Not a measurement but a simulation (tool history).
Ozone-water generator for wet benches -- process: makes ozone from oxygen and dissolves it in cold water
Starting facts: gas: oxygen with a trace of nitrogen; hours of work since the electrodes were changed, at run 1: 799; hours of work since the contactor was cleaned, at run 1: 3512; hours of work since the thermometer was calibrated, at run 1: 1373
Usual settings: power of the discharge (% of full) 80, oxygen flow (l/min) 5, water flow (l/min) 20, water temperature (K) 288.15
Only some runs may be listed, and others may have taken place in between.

run,hour,power of the discharge (% of full),oxygen flow (l/min),water flow (l/min),water temperature (K),hours of work since the electrodes were changed,hours of work since the contactor was cleaned,hours of work since the thermometer was calibrated,dissolved ozone (ppm),ozone in the gas ahead of the water (g/m3)
1,0,80,5,20,288.15,799,3512,1373,25.3,201.8
2,21.8,80,5,20,288.15,816,3529,1389,25.3,200.3
3,41.5,80,5,20,288.15,832,3544,1405,25.1,201.3
4,74.9,80,5,20,288.15,857,3570,1430,25.2,205.1
5,102.5,42,5,20,288.15,879,3591,1452,15.7,124.7
6,126.4,42,5,20,288.15,897,3610,1470,15.7,125.5
7,156.7,42,5,20,288.15,920,3633,1494,15.9,125.6
8,182.2,42,5,20,288.15,940,3653,1513,16,123.7
9,217,42,5,20,288.15,967,3680,1540,15.7,125.7
10,249.7,80,5.85,20,288.15,992,3705,1565,25.8,190
11,283.6,80,5.85,20,288.15,1018,3731,1591,25.9,187.8
12,308.4,66,5,20,288.15,1038,3750,1611,22.1,174.3
13,338.8,61,5.14,12,290.15,1061,3774,1634,28,163.3

Run 14 has not been measured yet. What should we expect?
14,360.7,61,5.14,12,290.15,1078,3791,1651,?,?

{"run 14": {"dissolved ozone (ppm)": 28, "ozone in the gas ahead of the water (g/m3)": 162.8}}
Take away the tool's hidden state, keep the run-to-run variation as it was, and the same run would have given dissolved ozone (ppm) 28.1, ozone in the gas ahead of the water (g/m3) 162.8.
